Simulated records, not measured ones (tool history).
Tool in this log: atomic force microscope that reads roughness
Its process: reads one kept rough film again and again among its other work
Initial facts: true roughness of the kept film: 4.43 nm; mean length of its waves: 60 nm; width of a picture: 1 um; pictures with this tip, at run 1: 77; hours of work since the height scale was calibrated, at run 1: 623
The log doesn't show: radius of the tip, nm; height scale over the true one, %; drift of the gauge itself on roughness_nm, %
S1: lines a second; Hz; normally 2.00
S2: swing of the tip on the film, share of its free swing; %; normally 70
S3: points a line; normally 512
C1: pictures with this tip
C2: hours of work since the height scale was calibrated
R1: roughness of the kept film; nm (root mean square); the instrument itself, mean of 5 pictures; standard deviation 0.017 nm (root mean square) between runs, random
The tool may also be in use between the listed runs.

| run | hour | S1 | S2 | S3 | C1 | C2 | R1 |
|---|---|---|---|---|---|---|---|
| 1 | 0.0 | 2.00 | 70 | 512 | 77 | 623 | 3.972 |
| 2 | 24.9 | 2.00 | 70 | 512 | 109 | 638 | 3.951 |
| 3 | 40.0 | 2.00 | 70 | 512 | 129 | 648 | 3.904 |
| 4 | 53.7 | 2.00 | 70 | 512 | 146 | 656 | 3.831 |
| 5 | 76.1 | 2.00 | 87 | 512 | 175 | 670 | 3.631 |
| 6 | 101.5 | 2.00 | 87 | 512 | 208 | 686 | 3.586 |
| 7 | 123.1 | 2.00 | 70 | 512 | 235 | 699 | 3.694 |
|  | 134.0 | new tip fitted |
| 8 | 140.3 | 2.00 | 70 | 512 | 8 | 709 | 4.082 |
| 9 | 165.7 | 2.00 | 70 | 512 | 40 | 725 | 4.033 |
| 10 | 185.9 | 2.00 | 70 | 512 | 67 | 737 | 3.990 |
| 11 | 211.5 | 2.00 | 70 | 512 | 99 | 753 | 3.973 |
| 12 | 228.2 | 2.98 | 70 | 512 | 121 | 763 | 3.842 |
| 13 | 249.7 | 2.98 | 70 | 512 | 148 | 776 | 3.777 |
| 14 | 278.8 | 2.98 | 70 | 512 | 186 | 794 | 3.713 |
| 15 | 305.2 | 2.90 | 90 | 512 | 220 | 811 | 3.368 |
|  | 326.7 | new tip fitted |
| 16 | 332.1 | 1.11 | 68 | 670 | 7 | 827 | 4.151 |
| 17 | 348.7 | 1.05 | 81 | 479 | 28 | 837 | 4.063 |
| 18 | 365.5 | 3.56 | 84 | 512 | 49 | 847 | 3.667 |
| 19 | 391.8 | 3.66 | 80 | 512 | 83 | 864 | 3.667 |
| 20 | 410.7 | 2.00 | 57 | 523 | 108 | 875 | 3.977 |
| 21 | 431.0 | 0.71 | 58 | 946 | 134 | 888 | 3.967 |
| 22 | 452.9 | 0.51 | 58 | 355 | 162 | 901 | 3.938 |
| 23 | 478.3 | 1.11 | 69 | 792 | 194 | 917 | 3.826 |
| 24 | 506.1 | 1.11 | 75 | 792 | 230 | 934 | 3.699 |
|  | 518.9 | new tip fitted |
| 25 | 532.1 | 1.36 | 57 | 512 | 17 | 950 | 4.162 |

3 options for the next run, each taken on its own from the tool as it stands now. Forecast them:
| A | 561.5 | 1.36 | 57 | 865 | 55 | 968 | ? |
| B | 561.5 | 2.95 | 80 | 536 | 55 | 968 | ? |
| C | 561.5 | 3.14 | 89 | 267 | 55 | 968 | ? |

| run | R1 |
|---|---|
| A | 4.107 |
| B | 3.782 |
| C | 3.564 |
Take away the tool's hidden state, keep each run's random variation, and the runs would have read:
| run | R1 |
|---|---|
| A | 4.249 |
| B | 3.913 |
| C | 3.687 |
